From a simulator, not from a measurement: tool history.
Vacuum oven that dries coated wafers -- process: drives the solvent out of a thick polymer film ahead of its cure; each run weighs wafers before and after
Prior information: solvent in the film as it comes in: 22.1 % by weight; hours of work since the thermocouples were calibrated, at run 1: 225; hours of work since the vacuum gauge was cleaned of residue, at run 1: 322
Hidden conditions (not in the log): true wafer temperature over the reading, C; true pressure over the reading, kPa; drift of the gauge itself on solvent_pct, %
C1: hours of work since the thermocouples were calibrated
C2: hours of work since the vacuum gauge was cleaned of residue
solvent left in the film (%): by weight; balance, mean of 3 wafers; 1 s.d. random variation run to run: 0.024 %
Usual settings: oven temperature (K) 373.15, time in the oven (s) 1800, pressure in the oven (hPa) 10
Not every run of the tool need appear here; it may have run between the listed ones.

run 1 hour=0 | oven_temperature_(K)=373.15 time_in_the_oven_(s)=1800 pressure_in_the_oven_(hPa)=10 | C1=225 C2=322 | solvent_left_in_the_film_(%)=5.61
run 2 hour=76.5 | oven_temperature_(K)=373.15 time_in_the_oven_(s)=1800 pressure_in_the_oven_(hPa)=10 | C1=257 C2=354 | solvent_left_in_the_film_(%)=5.55
run 3 hour=120.4 | oven_temperature_(K)=373.15 time_in_the_oven_(s)=1800 pressure_in_the_oven_(hPa)=10 | C1=275 C2=372 | solvent_left_in_the_film_(%)=5.57
run 4 hour=162.7 | oven_temperature_(K)=373.15 time_in_the_oven_(s)=1800 pressure_in_the_oven_(hPa)=10 | C1=293 C2=390 | solvent_left_in_the_film_(%)=5.54
run 5 hour=223 | oven_temperature_(K)=373.15 time_in_the_oven_(s)=1800 pressure_in_the_oven_(hPa)=10 | C1=318 C2=415 | solvent_left_in_the_film_(%)=5.58
run 6 hour=281.4 | oven_temperature_(K)=373.15 time_in_the_oven_(s)=1020 pressure_in_the_oven_(hPa)=10 | C1=342 C2=440 | solvent_left_in_the_film_(%)=9.15
run 7 hour=366.8 | oven_temperature_(K)=373.15 time_in_the_oven_(s)=1020 pressure_in_the_oven_(hPa)=10 | C1=378 C2=475 | solvent_left_in_the_film_(%)=9.16
run 8 hour=404.7 | oven_temperature_(K)=373.15 time_in_the_oven_(s)=1800 pressure_in_the_oven_(hPa)=5.4 | C1=394 C2=491 | solvent_left_in_the_film_(%)=5.37
run 9 hour=441.5 | oven_temperature_(K)=373.15 time_in_the_oven_(s)=1800 pressure_in_the_oven_(hPa)=5.4 | C1=410 C2=507 | solvent_left_in_the_film_(%)=5.34
run 10 hour=516.9 | oven_temperature_(K)=373.15 time_in_the_oven_(s)=1800 pressure_in_the_oven_(hPa)=10 | C1=441 C2=538 | solvent_left_in_the_film_(%)=5.57
run 11 hour=583.4 | oven_temperature_(K)=373.15 time_in_the_oven_(s)=1800 pressure_in_the_oven_(hPa)=10 | C1=469 C2=566 | solvent_left_in_the_film_(%)=5.61
run 12 hour=621.9 | oven_temperature_(K)=373.15 time_in_the_oven_(s)=1800 pressure_in_the_oven_(hPa)=10 | C1=485 C2=582 | solvent_left_in_the_film_(%)=5.57
run 13 hour=658.3 | oven_temperature_(K)=373.15 time_in_the_oven_(s)=1680 pressure_in_the_oven_(hPa)=10 | C1=500 C2=597 | solvent_left_in_the_film_(%)=6.02
run 14 hour=735.9 | oven_temperature_(K)=362.15 time_in_the_oven_(s)=1800 pressure_in_the_oven_(hPa)=10 | C1=533 C2=630 | solvent_left_in_the_film_(%)=9.67
run 15 hour=789.7 | oven_temperature_(K)=362.15 time_in_the_oven_(s)=1800 pressure_in_the_oven_(hPa)=10 | C1=555 C2=652 | solvent_left_in_the_film_(%)=9.76
run 16 hour=855.4 | oven_temperature_(K)=362.15 time_in_the_oven_(s)=1800 pressure_in_the_oven_(hPa)=17.3 | C1=583 C2=680 | solvent_left_in_the_film_(%)=10.09
run 17 hour=921.2 | oven_temperature_(K)=362.15 time_in_the_oven_(s)=1800 pressure_in_the_oven_(hPa)=17.3 | C1=610 C2=707 | solvent_left_in_the_film_(%)=10.11
run 18 hour=976.5 | oven_temperature_(K)=373.15 time_in_the_oven_(s)=1800 pressure_in_the_oven_(hPa)=10 | C1=633 C2=731 | solvent_left_in_the_film_(%)=5.58
run 19 hour=1037.2 | oven_temperature_(K)=373.15 time_in_the_oven_(s)=1800 pressure_in_the_oven_(hPa)=10 | C1=659 C2=756 | solvent_left_in_the_film_(%)=5.61
run 20 hour=1083.9 | oven_temperature_(K)=373.15 time_in_the_oven_(s)=1800 pressure_in_the_oven_(hPa)=10 | C1=678 C2=775 | solvent_left_in_the_film_(%)=5.55
run 21 hour=1130.4 | oven_temperature_(K)=373.15 time_in_the_oven_(s)=1140 pressure_in_the_oven_(hPa)=10 | C1=698 C2=795 | solvent_left_in_the_film_(%)=8.41
run 22 hour=1177.6 | oven_temperature_(K)=373.15 time_in_the_oven_(s)=1140 pressure_in_the_oven_(hPa)=10 | C1=718 C2=815 | solvent_left_in_the_film_(%)=8.5
run 23 hour=1237.3 | oven_temperature_(K)=373.15 time_in_the_oven_(s)=1140 pressure_in_the_oven_(hPa)=10 | C1=743 C2=840 | solvent_left_in_the_film_(%)=8.45
run 24 hour=1290 | oven_temperature_(K)=373.15 time_in_the_oven_(s)=1800 pressure_in_the_oven_(hPa)=16.8 | C1=765 C2=862 | solvent_left_in_the_film_(%)=5.93
run 25 hour=1342.2 | oven_temperature_(K)=386.15 time_in_the_oven_(s)=1800 pressure_in_the_oven_(hPa)=10.7 | C1=787 C2=884 | solvent_left_in_the_film_(%)=1.85
run 26 hour=1406 | oven_temperature_(K)=380.15 time_in_the_oven_(s)=3000 pressure_in_the_oven_(hPa)=23 | C1=813 C2=910 | solvent_left_in_the_film_(%)=1.93
run 27 hour=1480.2 | oven_temperature_(K)=362.15 time_in_the_oven_(s)=1860 pressure_in_the_oven_(hPa)=9.7 | C1=844 C2=941 | solvent_left_in_the_film_(%)=9.45
run 28 hour=1559.9 | oven_temperature_(K)=362.15 time_in_the_oven_(s)=1860 pressure_in_the_oven_(hPa)=9.7 | C1=878 C2=975 | solvent_left_in_the_film_(%)=9.51
run 29 hour=1613.1 | oven_temperature_(K)=362.15 time_in_the_oven_(s)=1860 pressure_in_the_oven_(hPa)=9.7 | C1=900 C2=997 | solvent_left_in_the_film_(%)=9.45
run 30 hour=1685.1 | oven_temperature_(K)=374.15 time_in_the_oven_(s)=1500 pressure_in_the_oven_(hPa)=10 | C1=930 C2=1027 | solvent_left_in_the_film_(%)=6.39
run 31 hour=1720 | oven_temperature_(K)=374.15 time_in_the_oven_(s)=1500 pressure_in_the_oven_(hPa)=10 | C1=945 C2=1042 | solvent_left_in_the_film_(%)=6.33
run 32 hour=1794.4 | oven_temperature_(K)=374.15 time_in_the_oven_(s)=1500 pressure_in_the_oven_(hPa)=10 | C1=976 C2=1073 | solvent_left_in_the_film_(%)=6.37
run 33 hour=1880.7 | oven_temperature_(K)=374.15 time_in_the_oven_(s)=1500 pressure_in_the_oven_(hPa)=10.8 | C1=1012 C2=1109 | solvent_left_in_the_film_(%)=6.42
run 34 hour=1915.8 | oven_temperature_(K)=370.15 time_in_the_oven_(s)=1800 pressure_in_the_oven_(hPa)=10 | C1=1027 C2=1124 | solvent_left_in_the_film_(%)=6.66
run 35 hour=1968.3 | oven_temperature_(K)=373.15 time_in_the_oven_(s)=2760 pressure_in_the_oven_(hPa)=10 | C1=1049 C2=1146 | solvent_left_in_the_film_(%)=3.16
run 36 hour=2053.8 | oven_temperature_(K)=373.15 time_in_the_oven_(s)=3120 pressure_in_the_oven_(hPa)=8.6 | C1=1084 C2=1182 | solvent_left_in_the_film_(%)=2.53
run 37 hour=2124.4 | oven_temperature_(K)=382.15 time_in_the_oven_(s)=3120 pressure_in_the_oven_(hPa)=8.6 | C1=1114 C2=1211 | solvent_left_in_the_film_(%)=0.89
run 38 hour=2208 | oven_temperature_(K)=373.15 time_in_the_oven_(s)=1800 pressure_in_the_oven_(hPa)=16.6 | C1=1149 C2=1246 | solvent_left_in_the_film_(%)=5.91
run 39 hour=2291.2 | oven_temperature_(K)=364.15 time_in_the_oven_(s)=3000 pressure_in_the_oven_(hPa)=10 | C1=1184 C2=1281 | solvent_left_in_the_film_(%)=5.76
run 40 hour=2364.3 | oven_temperature_(K)=363.15 time_in_the_oven_(s)=3000 pressure_in_the_oven_(hPa)=7.7 | C1=1214 C2=1312 | solvent_left_in_the_film_(%)=5.98
-- hour=2372.3 vacuum gauge cleaned of residue and calibrated
run 41 hour=2420 | oven_temperature_(K)=369.15 time_in_the_oven_(s)=3000 pressure_in_the_oven_(hPa)=10.5 | C1=1237 C2=20 | solvent_left_in_the_film_(%)=3.99
run 42 hour=2497.9 | oven_temperature_(K)=367.15 time_in_the_oven_(s)=1140 pressure_in_the_oven_(hPa)=10.5 | C1=1270 C2=53 | solvent_left_in_the_film_(%)=10.56
run 43 hour=2550.9 | oven_temperature_(K)=368.15 time_in_the_oven_(s)=2820 pressure_in_the_oven_(hPa)=10.5 | C1=1292 C2=75 | solvent_left_in_the_film_(%)=4.72
run 44 hour=2590.1 | oven_temperature_(K)=368.15 time_in_the_oven_(s)=2820 pressure_in_the_oven_(hPa)=10.5 | C1=1308 C2=91 | solvent_left_in_the_film_(%)=4.68
run 45 hour=2633.1 | oven_temperature_(K)=368.15 time_in_the_oven_(s)=2820 pressure_in_the_oven_(hPa)=10.5 | C1=1326 C2=109 | solvent_left_in_the_film_(%)=4.67
run 46 hour=2692.5 | oven_temperature_(K)=369.15 time_in_the_oven_(s)=1140 pressure_in_the_oven_(hPa)=10 | C1=1351 C2=134 | solvent_left_in_the_film_(%)=9.87

4 ways to go on from here, each from the tool as it stands after run 46. What would each give?
run A hour=2751.4 | oven_temperature_(K)=365.15 time_in_the_oven_(s)=1200 pressure_in_the_oven_(hPa)=6.5 | C1=1376 C2=159 | solvent_left_in_the_film_(%)=?
run B hour=2751.4 | oven_temperature_(K)=380.15 time_in_the_oven_(s)=1140 pressure_in_the_oven_(hPa)=10 | C1=1376 C2=159 | solvent_left_in_the_film_(%)=?
run C hour=2751.4 | oven_temperature_(K)=362.15 time_in_the_oven_(s)=1140 pressure_in_the_oven_(hPa)=10 | C1=1376 C2=159 | solvent_left_in_the_film_(%)=?
run D hour=2751.4 | oven_temperature_(K)=380.15 time_in_the_oven_(s)=1500 pressure_in_the_oven_(hPa)=21.2 | C1=1376 C2=159 | solvent_left_in_the_film_(%)=?

run=A solvent_left_in_the_film_(%)=10.86
run=B solvent_left_in_the_film_(%)=5.95
run=C solvent_left_in_the_film_(%)=12.16
run=D solvent_left_in_the_film_(%)=4.71
The same runs, with their run-to-run variation unchanged, on a tool lacking any hidden condition would have given:
run=A solvent_left_in_the_film_(%)=10.87
run=B solvent_left_in_the_film_(%)=5.96
run=C solvent_left_in_the_film_(%)=12.16
run=D solvent_left_in_the_film_(%)=4.72

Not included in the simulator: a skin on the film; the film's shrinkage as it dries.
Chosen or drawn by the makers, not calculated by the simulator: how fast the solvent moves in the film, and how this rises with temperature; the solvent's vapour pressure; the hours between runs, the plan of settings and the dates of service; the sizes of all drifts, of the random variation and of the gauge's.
